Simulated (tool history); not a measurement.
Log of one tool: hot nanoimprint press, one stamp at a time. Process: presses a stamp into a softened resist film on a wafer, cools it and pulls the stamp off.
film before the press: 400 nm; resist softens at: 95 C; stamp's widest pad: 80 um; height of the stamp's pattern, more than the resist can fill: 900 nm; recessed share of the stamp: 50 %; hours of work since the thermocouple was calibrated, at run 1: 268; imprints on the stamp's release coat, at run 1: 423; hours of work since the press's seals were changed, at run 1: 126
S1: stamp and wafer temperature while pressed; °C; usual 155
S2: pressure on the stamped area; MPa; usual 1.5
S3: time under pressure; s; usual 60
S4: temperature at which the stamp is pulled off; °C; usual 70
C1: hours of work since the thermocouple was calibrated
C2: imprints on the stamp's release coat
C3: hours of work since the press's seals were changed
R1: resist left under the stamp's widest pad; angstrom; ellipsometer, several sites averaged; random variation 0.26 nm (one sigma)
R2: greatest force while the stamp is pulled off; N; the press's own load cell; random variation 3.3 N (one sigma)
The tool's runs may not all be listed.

run,hour,S1,S2,S3,S4,C1,C2,C3,R1,R2
1,0,155,1.5,60,70,268,423,126,1425,156
2,10.7,155,1.5,60,70,277,451,134,1420,150
3,18.6,157,1.5,60,70,283,472,140,1247,159
# hour 22.4: plate thermocouple calibrated
4,26.6,157,1.5,60,70,3,485,144,1249,154
5,37.6,155,1.5,60,70,12,515,153,1416,158
6,48,155,1.5,60,61,20,542,161,1414,192
7,55.5,155,2.08,60,70,26,562,167,1183,162
8,61.5,155,2.08,60,70,31,578,172,1187,155
9,68.3,155,1.5,60,70,36,596,177,1408,154
10,78.5,155,1.5,60,70,44,623,186,1405,152
11,90.3,162,1.5,60,70,54,655,195,908,167
12,97.6,162,1.5,60,70,60,674,201,907,161
13,106.1,162,1.5,60,70,66,697,207,910,155
14,116.9,155,1.5,60,70,75,725,216,1393,157
15,126.7,155,1.5,60,70,83,752,224,1392,160
16,135,151,1.5,71,70,89,774,230,1679,161
17,146.9,151,1.5,71,70,99,805,240,1673,162
# hour 157.1: gauge calibrated
18,159,157,1.5,41,70,108,837,249,1455,159
19,165.4,157,1.5,33,70,113,854,254,1579,157
20,174.2,167,1.5,60,70,120,878,261,690,155
21,185,167,1.5,38,56,129,907,270,828,215
22,191.7,163,1.05,60,70,134,924,275,1050,156
23,201.2,155,1.5,60,70,142,950,283,1415,155
24,212.5,155,1.5,60,70,151,980,292,1405,159
25,224.3,149,1.36,114,78,160,1011,301,1701,128
26,232.3,148,1.67,114,70,166,1032,307,1642,154
27,244,165,1.17,114,70,175,1064,317,669,157
28,253.3,166,1.17,81,70,183,1088,324,730,154
29,260.6,155,1.26,60,70,189,1108,330,1528,160

5 ways to go on from here, each from the tool as it stands after run 29. What would each give?
A,265.6,155,1.97,60,66,193,1121,334,?,?
B,265.6,148,1.5,60,58,193,1121,334,?,?
C,265.6,143,1.87,60,70,193,1121,334,?,?
D,265.6,155,1.74,31,70,193,1121,334,?,?
E,265.6,155,1.53,43,70,193,1121,334,?,?

run,R1,R2
A,1209,175
B,2144,205
C,2604,157
D,1668,162
E,1575,158
Without the tool's hidden state the same runs would have given:
run,R1,R2
A,1232,174
B,2185,203
C,2653,155
D,1700,160
E,1605,156

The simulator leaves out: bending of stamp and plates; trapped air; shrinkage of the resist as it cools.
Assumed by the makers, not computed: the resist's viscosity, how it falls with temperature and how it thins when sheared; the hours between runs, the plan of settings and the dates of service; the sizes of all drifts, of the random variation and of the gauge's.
